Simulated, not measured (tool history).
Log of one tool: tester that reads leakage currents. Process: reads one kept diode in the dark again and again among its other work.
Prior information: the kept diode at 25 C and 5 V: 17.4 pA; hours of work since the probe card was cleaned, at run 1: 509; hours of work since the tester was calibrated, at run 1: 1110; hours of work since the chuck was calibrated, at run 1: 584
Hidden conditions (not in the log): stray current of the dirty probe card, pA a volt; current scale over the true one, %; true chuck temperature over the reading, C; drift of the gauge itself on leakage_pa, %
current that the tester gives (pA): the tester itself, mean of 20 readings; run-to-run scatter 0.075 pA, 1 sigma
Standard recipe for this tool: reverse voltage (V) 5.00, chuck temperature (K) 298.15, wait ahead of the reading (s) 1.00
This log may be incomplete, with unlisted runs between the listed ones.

run	hour	reverse voltage (V)	chuck temperature (K)	wait ahead of the reading (s)	hours of work since the probe card was cleaned	hours of work since the tester was calibrated	hours of work since the chuck was calibrated	current that the tester gives (pA)
1	0.0	5.00	298.15	1.00	509	1110	584	19.35
2	16.3	5.00	298.15	1.00	518	1119	593	19.25
3	43.8	5.00	298.15	1.00	534	1134	608	19.38
4	66.4	5.00	298.15	1.00	546	1147	621	19.18
5	85.2	5.00	298.15	1.00	557	1157	631	19.33
# hour 110.6: chuck's temperature calibrated
6	110.7	5.00	298.15	1.00	570	1170	0	19.84
7	128.3	5.00	298.15	1.00	579	1180	10	19.91
8	146.2	5.00	332.15	1.00	589	1190	20	341.91
# hour 149.6: tester calibrated
9	178.2	5.00	332.15	1.00	606	16	36	342.96
10	199.4	5.00	298.15	1.00	618	28	48	20.15
# hour 206.3: tester calibrated, once more
11	230.0	5.00	298.15	1.00	633	13	64	19.91
12	263.3	1.18	297.15	2.64	652	32	82	8.28

Forecast run 13:
13	286.1	5.00	326.15	1.68	664	44	95	?

current that the tester gives (pA): 209.35
Take away the tool's hidden state, keep the run-to-run variation as it was, and the same run would have given current that the tester gives (pA) 208.84.

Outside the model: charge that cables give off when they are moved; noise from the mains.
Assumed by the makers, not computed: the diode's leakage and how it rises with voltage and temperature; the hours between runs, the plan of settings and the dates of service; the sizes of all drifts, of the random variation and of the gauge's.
